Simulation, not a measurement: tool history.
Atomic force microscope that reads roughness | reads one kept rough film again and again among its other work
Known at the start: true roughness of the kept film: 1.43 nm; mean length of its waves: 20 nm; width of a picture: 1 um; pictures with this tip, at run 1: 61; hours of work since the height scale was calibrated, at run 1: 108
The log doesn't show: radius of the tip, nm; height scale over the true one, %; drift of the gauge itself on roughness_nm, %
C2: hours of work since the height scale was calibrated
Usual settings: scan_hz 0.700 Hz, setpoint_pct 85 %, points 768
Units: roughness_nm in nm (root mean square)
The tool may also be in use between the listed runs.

run 1 hour=0.0 | scan_hz=0.700 setpoint_pct=85 points=768 | pictures_with_this_tip=61 C2=108 | roughness_nm=1.183
run 2 hour=9.7 | scan_hz=0.700 setpoint_pct=85 points=768 | pictures_with_this_tip=72 C2=112 | roughness_nm=1.183
run 3 hour=17.2 | scan_hz=0.700 setpoint_pct=85 points=531 | pictures_with_this_tip=80 C2=115 | roughness_nm=1.169
run 4 hour=26.8 | scan_hz=0.700 setpoint_pct=85 points=531 | pictures_with_this_tip=90 C2=119 | roughness_nm=1.172
run 5 hour=38.4 | scan_hz=0.700 setpoint_pct=85 points=531 | pictures_with_this_tip=103 C2=124 | roughness_nm=1.169
run 6 hour=46.8 | scan_hz=0.700 setpoint_pct=85 points=531 | pictures_with_this_tip=112 C2=127 | roughness_nm=1.175
run 7 hour=54.3 | scan_hz=0.700 setpoint_pct=85 points=531 | pictures_with_this_tip=120 C2=130 | roughness_nm=1.172
run 8 hour=63.8 | scan_hz=2.282 setpoint_pct=85 points=531 | pictures_with_this_tip=131 C2=134 | roughness_nm=1.055
run 9 hour=69.4 | scan_hz=2.282 setpoint_pct=85 points=531 | pictures_with_this_tip=137 C2=136 | roughness_nm=1.052
run 10 hour=81.1 | scan_hz=2.282 setpoint_pct=85 points=531 | pictures_with_this_tip=150 C2=141 | roughness_nm=1.040
run 11 hour=87.3 | scan_hz=2.282 setpoint_pct=85 points=531 | pictures_with_this_tip=156 C2=144 | roughness_nm=1.047
run 12 hour=94.4 | scan_hz=2.282 setpoint_pct=85 points=531 | pictures_with_this_tip=164 C2=147 | roughness_nm=1.046
run 13 hour=100.8 | scan_hz=2.282 setpoint_pct=85 points=531 | pictures_with_this_tip=171 C2=149 | roughness_nm=1.043
run 14 hour=111.8 | scan_hz=0.700 setpoint_pct=74 points=768 | pictures_with_this_tip=183 C2=154 | roughness_nm=1.195
run 15 hour=117.0 | scan_hz=0.700 setpoint_pct=74 points=768 | pictures_with_this_tip=189 C2=156 | roughness_nm=1.196
run 16 hour=128.9 | scan_hz=0.700 setpoint_pct=74 points=768 | pictures_with_this_tip=202 C2=160 | roughness_nm=1.199
run 17 hour=139.3 | scan_hz=0.700 setpoint_pct=74 points=768 | pictures_with_this_tip=213 C2=165 | roughness_nm=1.208
run 18 hour=147.9 | scan_hz=0.700 setpoint_pct=70 points=768 | pictures_with_this_tip=223 C2=168 | roughness_nm=1.210
run 19 hour=155.6 | scan_hz=0.700 setpoint_pct=69 points=437 | pictures_with_this_tip=231 C2=171 | roughness_nm=1.206
-- hour=158.7 new tip fitted
run 20 hour=165.6 | scan_hz=0.700 setpoint_pct=69 points=437 | pictures_with_this_tip=7 C2=175 | roughness_nm=1.208
run 21 hour=171.6 | scan_hz=0.700 setpoint_pct=69 points=437 | pictures_with_this_tip=14 C2=178 | roughness_nm=1.217
run 22 hour=183.5 | scan_hz=0.700 setpoint_pct=69 points=437 | pictures_with_this_tip=27 C2=182 | roughness_nm=1.198
run 23 hour=195.0 | scan_hz=2.136 setpoint_pct=84 points=768 | pictures_with_this_tip=40 C2=187 | roughness_nm=1.071
run 24 hour=203.1 | scan_hz=2.136 setpoint_pct=84 points=768 | pictures_with_this_tip=48 C2=190 | roughness_nm=1.071
run 25 hour=210.6 | scan_hz=0.905 setpoint_pct=65 points=768 | pictures_with_this_tip=57 C2=193 | roughness_nm=1.213
run 26 hour=220.3 | scan_hz=2.387 setpoint_pct=65 points=481 | pictures_with_this_tip=67 C2=197 | roughness_nm=1.169
run 27 hour=226.3 | scan_hz=0.631 setpoint_pct=87 points=418 | pictures_with_this_tip=74 C2=200 | roughness_nm=1.166
run 28 hour=234.2 | scan_hz=2.125 setpoint_pct=85 points=768 | pictures_with_this_tip=82 C2=203 | roughness_nm=1.067
run 29 hour=241.2 | scan_hz=0.573 setpoint_pct=73 points=768 | pictures_with_this_tip=90 C2=206 | roughness_nm=1.220
run 30 hour=251.8 | scan_hz=2.506 setpoint_pct=85 points=800 | pictures_with_this_tip=102 C2=210 | roughness_nm=1.033
run 31 hour=263.0 | scan_hz=1.127 setpoint_pct=85 points=260 | pictures_with_this_tip=114 C2=214 | roughness_nm=1.112
run 32 hour=275.2 | scan_hz=0.700 setpoint_pct=57 points=768 | pictures_with_this_tip=127 C2=219 | roughness_nm=1.223
run 33 hour=282.2 | scan_hz=0.700 setpoint_pct=57 points=768 | pictures_with_this_tip=135 C2=222 | roughness_nm=1.228
run 34 hour=289.7 | scan_hz=0.700 setpoint_pct=57 points=768 | pictures_with_this_tip=143 C2=225 | roughness_nm=1.232
run 35 hour=300.1 | scan_hz=0.526 setpoint_pct=70 points=768 | pictures_with_this_tip=154 C2=229 | roughness_nm=1.224
run 36 hour=312.3 | scan_hz=0.709 setpoint_pct=78 points=471 | pictures_with_this_tip=168 C2=234 | roughness_nm=1.179

4 ways to go on from here, each from the tool as it stands after run 36. What would each give?
run A hour=324.7 | scan_hz=3.099 setpoint_pct=67 points=426 | pictures_with_this_tip=181 C2=239 | roughness_nm=?
run B hour=324.7 | scan_hz=1.241 setpoint_pct=81 points=471 | pictures_with_this_tip=181 C2=239 | roughness_nm=?
run C hour=324.7 | scan_hz=2.733 setpoint_pct=64 points=264 | pictures_with_this_tip=181 C2=239 | roughness_nm=?
run D hour=324.7 | scan_hz=1.636 setpoint_pct=78 points=277 | pictures_with_this_tip=181 C2=239 | roughness_nm=?

run=A roughness_nm=1.120
run=B roughness_nm=1.139
run=C roughness_nm=1.120
run=D roughness_nm=1.101
Without the tool's hidden state the same runs would have given:
run=A roughness_nm=1.124
run=B roughness_nm=1.143
run=C roughness_nm=1.124
run=D roughness_nm=1.105

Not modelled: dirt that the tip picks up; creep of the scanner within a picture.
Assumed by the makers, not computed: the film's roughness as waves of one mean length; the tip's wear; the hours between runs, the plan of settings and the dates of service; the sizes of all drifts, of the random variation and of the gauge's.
